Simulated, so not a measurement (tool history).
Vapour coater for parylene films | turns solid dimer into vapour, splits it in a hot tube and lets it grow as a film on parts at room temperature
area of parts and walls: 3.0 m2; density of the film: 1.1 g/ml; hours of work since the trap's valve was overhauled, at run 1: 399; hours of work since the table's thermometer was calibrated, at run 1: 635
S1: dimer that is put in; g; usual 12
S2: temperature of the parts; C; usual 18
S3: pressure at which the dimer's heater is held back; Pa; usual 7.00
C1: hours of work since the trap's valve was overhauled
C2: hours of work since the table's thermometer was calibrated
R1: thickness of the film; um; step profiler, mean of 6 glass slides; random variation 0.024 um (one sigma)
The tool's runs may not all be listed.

run   hour  S1  S2    S3   C1   C2    R1
  1    0.0  12  18  7.00  399  635  2.42
  2   19.2  12  18  7.00  409  645  2.44
  3   46.5  12  18  7.00  424  660  2.41
  4   63.6   9  18  7.00  433  669  1.79
      78.1  -- trap's valve overhauled
  5   92.4  10  18  7.00    8  682  2.25
  6  124.9  10  18  7.00   25  699  2.23
  7  162.9  21  13  2.92   45  719  5.81
  8  193.2  10  13  2.92   61  735  2.76
  9  212.3  12  13  2.40   71  746  3.39
 10  245.8   9  17  4.64   89  763  2.09
 11  265.0   9  17  4.64   99  774  2.12

5 ways to go on from here, each from the tool as it stands after run 11. What would each give?
  A  285.2   7  22   6.07  110  784   ?
  B  285.2  10  18   7.00  110  784   ?
  C  285.2  19  20  10.42  110  784   ?
  D  285.2  10  18   7.00  110  784   ?
  E  285.2  10  14   3.02  110  784   ?

run    R1
  A  1.41
  B  2.18
  C  3.81
  D  2.22
  E  2.66
Without the tool's hidden state the same runs would have given:
run    R1
  A  1.45
  B  2.25
  C  3.94
  D  2.29
  E  2.75

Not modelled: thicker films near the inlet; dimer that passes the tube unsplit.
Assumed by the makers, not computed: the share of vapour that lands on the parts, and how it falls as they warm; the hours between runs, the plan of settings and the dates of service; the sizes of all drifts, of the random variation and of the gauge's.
